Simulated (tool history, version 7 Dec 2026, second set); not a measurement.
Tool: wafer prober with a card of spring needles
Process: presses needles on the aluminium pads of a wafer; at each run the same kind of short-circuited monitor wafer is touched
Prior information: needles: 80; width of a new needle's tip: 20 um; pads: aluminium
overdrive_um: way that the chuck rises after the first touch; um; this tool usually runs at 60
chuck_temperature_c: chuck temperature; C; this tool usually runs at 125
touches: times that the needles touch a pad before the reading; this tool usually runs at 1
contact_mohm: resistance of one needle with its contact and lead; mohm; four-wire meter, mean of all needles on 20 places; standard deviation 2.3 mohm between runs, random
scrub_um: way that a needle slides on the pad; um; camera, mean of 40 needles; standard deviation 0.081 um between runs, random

| run | hour | overdrive_um | chuck_temperature_c | touches | contact_mohm | scrub_um |
|---|---|---|---|---|---|---|
| 1 | 0.0 | 60 | 125 | 1 | 301 | 12.99 |
|  | 1.8 | tips cleaned on abrasive film |
|  | 10.4 | tips cleaned on abrasive film |
|  | 18.9 | tips cleaned on abrasive film |
|  | 27.5 | tips cleaned on abrasive film |
|  | 36.1 | tips cleaned on abrasive film |
|  | 44.7 | tips cleaned on abrasive film |
| 2 | 48.3 | 60 | 125 | 3 | 279 | 12.82 |
|  | 51.8 | tips cleaned on abrasive film |
|  | 60.4 | tips cleaned on abrasive film |
|  | 69.0 | tips cleaned on abrasive film |
|  | 77.6 | tips cleaned on abrasive film |
|  | 86.1 | tips cleaned on abrasive film |
| 3 | 90.4 | 60 | 125 | 3 | 278 | 12.61 |
|  | 92.4 | height of the first contact set anew |
|  | 94.1 | tips cleaned on abrasive film |
|  | 102.7 | tips cleaned on abrasive film |
|  | 111.3 | tips cleaned on abrasive film |
|  | 118.2 | tips cleaned on abrasive film |
|  | 126.8 | tips cleaned on abrasive film |
|  | 135.3 | tips cleaned on abrasive film |
|  | 142.2 | tips cleaned on abrasive film |
|  | 150.8 | tips cleaned on abrasive film |
| 4 | 152.7 | 46 | 125 | 1 | 300 | 10.21 |
|  | 157.9 | tips cleaned on abrasive film |
|  | 166.5 | tips cleaned on abrasive film |
|  | 173.4 | tips cleaned on abrasive film |
|  | 181.9 | tips cleaned on abrasive film |
|  | 190.5 | tips cleaned on abrasive film |
|  | 199.1 | tips cleaned on abrasive film |
|  | 207.7 | tips cleaned on abrasive film |
|  | 216.2 | tips cleaned on abrasive film |
|  | 223.1 | tips cleaned on abrasive film |
|  | 230.1 | tips cleaned on abrasive film |
| 5 | 230.1 | 46 | 125 | 1 | 283 | 9.87 |
|  | 238.6 | tips cleaned on abrasive film |
|  | 245.5 | tips cleaned on abrasive film |
|  | 254.1 | tips cleaned on abrasive film |
|  | 262.7 | tips cleaned on abrasive film |
|  | 271.2 | tips cleaned on abrasive film |
| 6 | 274.2 | 46 | 125 | 1 | 315 | 9.87 |
|  | 279.4 | tips cleaned on abrasive film |
|  | 288.0 | tips cleaned on abrasive film, once more |
|  | 296.5 | tips cleaned on abrasive film |
|  | 305.1 | tips cleaned on abrasive film |
|  | 313.7 | tips cleaned on abrasive film |
|  | 320.6 | tips cleaned on abrasive film |
| 7 | 320.6 | 46 | 125 | 1 | 288 | 9.84 |
|  | 327.6 | tips cleaned on abrasive film |
|  | 334.5 | tips cleaned on abrasive film |
|  | 346.5 | card fitted with new needles |
|  | 355.1 | tips cleaned on abrasive film |
|  | 363.7 | tips cleaned on abrasive film |
|  | 372.2 | tips cleaned on abrasive film |
|  | 380.8 | tips cleaned on abrasive film |
|  | 387.7 | tips cleaned on abrasive film |
|  | 396.3 | tips cleaned on abrasive film |
|  | 403.1 | tips cleaned on abrasive film |
| 8 | 405.6 | 46 | 125 | 1 | 287 | 10.33 |
|  | 410.8 | tips cleaned on abrasive film |
|  | 419.3 | tips cleaned on abrasive film |
|  | 426.2 | tips cleaned on abrasive film |
|  | 434.8 | tips cleaned on abrasive film |
|  | 443.4 | tips cleaned on abrasive film |
|  | 451.9 | tips cleaned on abrasive film |
|  | 460.5 | tips cleaned on abrasive film |
|  | 469.1 | tips cleaned on abrasive film |
| 9 | 472.8 | 46 | 125 | 1 | 295 | 10.11 |
|  | 476.3 | tips cleaned on abrasive film |
|  | 484.9 | tips cleaned on abrasive film |
|  | 493.5 | tips cleaned on abrasive film |
|  | 502.1 | tips cleaned on abrasive film |
|  | 510.6 | tips cleaned on abrasive film |
|  | 519.2 | tips cleaned on abrasive film |
|  | 527.8 | tips cleaned on abrasive film |
|  | 536.4 | tips cleaned on abrasive film |
|  | 544.9 | tips cleaned on abrasive film |
|  | 553.5 | tips cleaned on abrasive film |
|  | 562.1 | tips cleaned on abrasive film |
| 10 | 563.6 | 46 | 125 | 1 | 285 | 9.68 |
|  | 570.5 | tips cleaned on abrasive film |
|  | 579.0 | tips cleaned on abrasive film |
|  | 587.6 | tips cleaned on abrasive film |
|  | 596.2 | tips cleaned on abrasive film |
|  | 604.8 | tips cleaned on abrasive film |
|  | 613.3 | tips cleaned on abrasive film |
|  | 620.4 | tips cleaned on abrasive film |
| 11 | 620.4 | 46 | 125 | 1 | 273 | 9.63 |
|  | 628.9 | tips cleaned on abrasive film |
|  | 637.5 | tips cleaned on abrasive film |
|  | 642.9 | height of the first contact set anew |
|  | 646.4 | tips cleaned on abrasive film |
|  | 654.9 | tips cleaned on abrasive film |
|  | 661.8 | tips cleaned on abrasive film |
|  | 670.4 | tips cleaned on abrasive film |
|  | 679.0 | tips cleaned on abrasive film |
|  | 686.7 | tips cleaned on abrasive film |
| 12 | 686.7 | 56 | 32 | 2 | 242 | 12.53 |
|  | 695.3 | tips cleaned on abrasive film |
|  | 702.1 | tips cleaned on abrasive film |
|  | 710.7 | tips cleaned on abrasive film |
|  | 719.3 | tips cleaned on abrasive film |
|  | 727.9 | tips cleaned on abrasive film |
|  | 736.4 | tips cleaned on abrasive film |
| 13 | 738.1 | 56 | 32 | 2 | 252 | 12.33 |
|  | 745.0 | tips cleaned on abrasive film |
|  | 753.5 | tips cleaned on abrasive film |
|  | 762.1 | tips cleaned on abrasive film |
|  | 770.7 | tips cleaned on abrasive film |
|  | 777.6 | tips cleaned on abrasive film |
| 14 | 778.3 | 56 | 32 | 2 | 242 | 12.29 |
|  | 785.2 | tips cleaned on abrasive film |
|  | 792.1 | tips cleaned on abrasive film |
|  | 800.7 | tips cleaned on abrasive film |
|  | 809.3 | tips cleaned on abrasive film |
|  | 817.8 | tips cleaned on abrasive film |
|  | 826.4 | tips cleaned on abrasive film |
|  | 835.0 | tips cleaned on abrasive film |
|  | 843.6 | tips cleaned on abrasive film |
|  | 852.1 | tips cleaned on abrasive film |
| 15 | 853.1 | 60 | 47 | 1 | 251 | 12.98 |
|  | 859.9 | tips cleaned on abrasive film |
|  | 868.5 | tips cleaned on abrasive film |
|  | 877.1 | tips cleaned on abrasive film |
|  | 885.7 | tips cleaned on abrasive film |
|  | 894.2 | tips cleaned on abrasive film |
|  | 901.2 | tips cleaned on abrasive film |
| 16 | 901.2 | 60 | 47 | 1 | 247 | 12.82 |
|  | 909.7 | tips cleaned on abrasive film |
|  | 916.6 | tips cleaned on abrasive film |
|  | 925.1 | tips cleaned on abrasive film |
|  | 933.7 | tips cleaned on abrasive film |
|  | 939.1 | height of the first contact set anew |
|  | 942.6 | tips cleaned on abrasive film |
|  | 949.5 | tips cleaned on abrasive film |
|  | 958.1 | tips cleaned on abrasive film |
|  | 966.6 | tips cleaned on abrasive film |
|  | 975.2 | tips cleaned on abrasive film |
|  | 982.8 | tips cleaned on abrasive film |
| 17 | 982.8 | 60 | 47 | 1 | 251 | 13.42 |
|  | 991.4 | tips cleaned on abrasive film |
|  | 998.2 | tips cleaned on abrasive film |
|  | 1006.8 | tips cleaned on abrasive film |
|  | 1015.4 | tips cleaned on abrasive film |
|  | 1024.0 | tips cleaned on abrasive film |
|  | 1032.5 | tips cleaned on abrasive film |
| 18 | 1035.7 | 60 | 47 | 1 | 263 | 13.16 |
|  | 1040.8 | tips cleaned on abrasive film |
|  | 1049.4 | tips cleaned on abrasive film |
|  | 1058.0 | tips cleaned on abrasive film |
|  | 1066.6 | tips cleaned on abrasive film |
|  | 1075.2 | tips cleaned on abrasive film |
|  | 1083.7 | tips cleaned on abrasive film |
|  | 1092.3 | tips cleaned on abrasive film |
|  | 1100.9 | tips cleaned on abrasive film |
|  | 1109.5 | tips cleaned on abrasive film |
| 19 | 1114.5 | 60 | 125 | 1 | 296 | 13.11 |

Here are 3 independent what-if runs from the current tool condition. What would each one return?
|  | 1117.6 | tips cleaned on abrasive film |
|  | 1124.5 | tips cleaned on abrasive film |
|  | 1133.1 | tips cleaned on abrasive film |
|  | 1141.7 | tips cleaned on abrasive film |
|  | 1150.2 | tips cleaned on abrasive film |
|  | 1158.8 | tips cleaned on abrasive film |
|  | 1167.4 | tips cleaned on abrasive film |
|  | 1176.0 | tips cleaned on abrasive film |
|  | 1184.5 | tips cleaned on abrasive film |
| A | 1185.5 | 48 | 34 | 1 | ? | ? |
|  | 1117.6 | tips cleaned on abrasive film |
|  | 1124.5 | tips cleaned on abrasive film |
|  | 1133.1 | tips cleaned on abrasive film |
|  | 1141.7 | tips cleaned on abrasive film |
|  | 1150.2 | tips cleaned on abrasive film |
|  | 1158.8 | tips cleaned on abrasive film |
|  | 1167.4 | tips cleaned on abrasive film |
|  | 1176.0 | tips cleaned on abrasive film |
|  | 1184.5 | tips cleaned on abrasive film |
| B | 1185.5 | 60 | 34 | 3 | ? | ? |
|  | 1117.6 | tips cleaned on abrasive film |
|  | 1124.5 | tips cleaned on abrasive film |
|  | 1133.1 | tips cleaned on abrasive film |
|  | 1141.7 | tips cleaned on abrasive film |
|  | 1150.2 | tips cleaned on abrasive film |
|  | 1158.8 | tips cleaned on abrasive film |
|  | 1167.4 | tips cleaned on abrasive film |
|  | 1176.0 | tips cleaned on abrasive film |
|  | 1184.5 | tips cleaned on abrasive film |
| C | 1185.5 | 69 | 46 | 2 | ? | ? |

| run | contact_mohm | scrub_um |
|---|---|---|
| A | 256 | 10.03 |
| B | 243 | 12.86 |
| C | 243 | 15.05 |
Without the tool's unlogged condition, the same runs would have read:
| run | contact_mohm | scrub_um |
|---|---|---|
| A | 240 | 10.68 |
| B | 237 | 13.52 |
| C | 236 | 15.71 |
